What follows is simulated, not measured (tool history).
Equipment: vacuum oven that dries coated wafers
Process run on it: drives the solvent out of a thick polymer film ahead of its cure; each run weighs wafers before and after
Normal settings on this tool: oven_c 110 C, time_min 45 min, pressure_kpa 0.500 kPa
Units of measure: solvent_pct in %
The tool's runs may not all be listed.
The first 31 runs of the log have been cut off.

| run | hour | oven_c | time_min | pressure_kpa | hours of work since the thermocouples were calibrated | hours of work since the vacuum gauge was cleaned of residue | solvent_pct |
|---|---|---|---|---|---|---|---|
| 32 | 1017.5 | 105 | 45 | 0.500 | 90 | 1379 | 5.08 |
| 33 | 1053.4 | 105 | 45 | 0.500 | 115 | 1405 | 4.98 |
| 34 | 1084.2 | 110 | 67 | 1.161 | 138 | 1427 | 2.53 |
| 35 | 1111.3 | 110 | 67 | 1.161 | 157 | 1447 | 2.64 |
| 36 | 1151.8 | 110 | 67 | 1.161 | 186 | 1476 | 2.57 |
| 37 | 1185.5 | 112 | 54 | 1.876 | 211 | 1500 | 3.49 |
| 38 | 1210.1 | 112 | 73 | 1.876 | 228 | 1518 | 2.43 |
| 39 | 1242.4 | 121 | 35 | 1.577 | 251 | 1541 | 3.41 |
| 40 | 1290.4 | 123 | 45 | 0.500 | 286 | 1576 | 1.74 |
| 41 | 1339.0 | 123 | 36 | 0.815 | 321 | 1611 | 2.66 |
| 42 | 1362.8 | 123 | 36 | 0.815 | 338 | 1628 | 2.69 |
| 43 | 1408.8 | 123 | 36 | 0.815 | 371 | 1661 | 2.76 |
| 44 | 1458.7 | 123 | 36 | 0.815 | 407 | 1697 | 2.64 |
| 45 | 1492.4 | 123 | 36 | 0.815 | 431 | 1721 | 2.73 |
| 46 | 1525.8 | 120 | 43 | 0.972 | 455 | 1745 | 2.66 |

Predict each of these 3 candidate next runs independently; none follows another, all start after run 46:
| A | 1575.4 | 118 | 26 | 0.260 | 491 | 1781 | ? |
| B | 1575.4 | 111 | 45 | 0.632 | 491 | 1781 | ? |
| C | 1575.4 | 115 | 35 | 0.500 | 491 | 1781 | ? |

| run | solvent_pct |
|---|---|
| A | 5.71 |
| B | 3.95 |
| C | 4.47 |
With no hidden state in the tool, these same runs would have given:
| run | solvent_pct |
|---|---|
| A | 5.20 |
| B | 3.33 |
| C | 3.93 |

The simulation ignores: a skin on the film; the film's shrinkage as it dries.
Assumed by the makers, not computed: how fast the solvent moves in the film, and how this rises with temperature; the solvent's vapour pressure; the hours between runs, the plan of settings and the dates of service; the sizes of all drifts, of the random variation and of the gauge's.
